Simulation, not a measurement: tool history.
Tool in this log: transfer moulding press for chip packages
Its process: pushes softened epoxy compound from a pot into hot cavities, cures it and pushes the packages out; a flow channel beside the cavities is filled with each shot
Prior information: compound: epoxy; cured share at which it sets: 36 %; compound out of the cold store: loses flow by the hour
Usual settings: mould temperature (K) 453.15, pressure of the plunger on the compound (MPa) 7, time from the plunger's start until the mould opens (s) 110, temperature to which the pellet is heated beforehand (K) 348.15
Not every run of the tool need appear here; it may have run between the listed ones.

run,hour,mould temperature (K),pressure of the plunger on the compound (MPa),time from the plunger's start until the mould opens (s),temperature to which the pellet is heated beforehand (K),incoming compound's hours out of the cold store,length that the compound runs in the flow channel (mm),greatest force on the pins that push the packages out (N)
1,0,453.15,7,110,348.15,30,825,515
2,4.6,453.15,7.45,110,348.15,35.8,824,492
3,11.6,453.15,7.45,110,348.15,39.8,811,508
4,16.4,453.15,7.45,110,348.15,38.6,814,503
5,23.4,453.15,7.45,110,348.15,42.4,801,503
6,30.8,453.15,7.45,110,348.15,40.7,808,517
7,38.3,453.15,7.45,110,348.15,17.3,910,529
8,45.9,453.15,7.45,110,348.15,41.1,806,481
9,54.9,453.15,7.45,110,348.15,39,819,502
# hour 56.9: cavities cleaned with cleaning compound and waxed
10,63.5,453.15,7.45,110,348.15,28.7,854,512
11,72.7,453.15,7,110,348.15,34.4,792,524
12,78.3,453.15,7,110,348.15,23.2,848,533
13,87.1,453.15,7,110,348.15,29.9,822,509
14,97.1,453.15,7,110,348.15,9.2,922,568
15,105.4,446.15,6.81,110,348.15,31.2,836,853
16,112.4,451.15,8.05,112,341.15,37.9,864,564
# hour 118.1: cavities cleaned with cleaning compound and waxed
17,121.4,451.15,6.97,99,341.15,37.3,800,740
18,127.7,451.15,6.97,99,341.15,9.7,923,838
19,135.7,448.15,6.97,136,355.15,19.9,882,456
20,143.4,455.15,7,116,348.15,23.5,856,424
21,153.4,453.15,7,106,357.15,24.2,851,556
22,162.7,447.15,7,112,357.15,45.5,775,691
23,171.6,447.15,7,112,357.15,42,784,693
# hour 178.9: cavities cleaned with cleaning compound and waxed
24,181.3,453.15,8.15,110,357.15,15.3,968,537
25,187.1,453.15,8.15,110,357.15,37.3,857,483
26,192.4,453.15,8.15,110,351.15,41,840,474
27,200.5,453.15,8.15,110,351.15,37.5,853,499
28,207.5,453.15,8.15,110,351.15,38.5,849,486

Some steps in greatest force on the pins that push the packages out (N) between neighbouring runs. How much of each would the tool show without its hidden state too (settings, what came in, random variation), and how much is left for the hidden state, with any gauge scatter that isn't in both results?
Unlogged tool condition in this case: true mould temperature over the reading, C; pressure that reaches the compound, % of what is set; grip of the stained cavities, % over clean ones'; drift of the gauge itself on flow_mm, %; drift of the gauge itself on push_out_n, %.
Run 15 -> 16: mould temperature (K) 446.15 -> 451.15, pressure of the plunger on the compound (MPa) 6.81 -> 8.05, time from the plunger's start until the mould opens (s) 110 -> 112, temperature to which the pellet is heated beforehand (K) 348.15 -> 341.15. greatest force on the pins that push the packages out (N) -289: hidden state -4, all else -285.
Run 16 -> 17: pressure of the plunger on the compound (MPa) 8.05 -> 6.97, time from the plunger's start until the mould opens (s) 112 -> 99, cavities cleaned with cleaning compound and waxed. greatest force on the pins that push the packages out (N) +176: hidden state -8, all else +184.
Run 18 -> 19: mould temperature (K) 451.15 -> 448.15, time from the plunger's start until the mould opens (s) 99 -> 136, temperature to which the pellet is heated beforehand (K) 341.15 -> 355.15. greatest force on the pins that push the packages out (N) -382: hidden state +0, all else -382.
Run 23 -> 24: mould temperature (K) 447.15 -> 453.15, pressure of the plunger on the compound (MPa) 7 -> 8.15, time from the plunger's start until the mould opens (s) 112 -> 110, cavities cleaned with cleaning compound and waxed. greatest force on the pins that push the packages out (N) -156: hidden state -10, all else -146.

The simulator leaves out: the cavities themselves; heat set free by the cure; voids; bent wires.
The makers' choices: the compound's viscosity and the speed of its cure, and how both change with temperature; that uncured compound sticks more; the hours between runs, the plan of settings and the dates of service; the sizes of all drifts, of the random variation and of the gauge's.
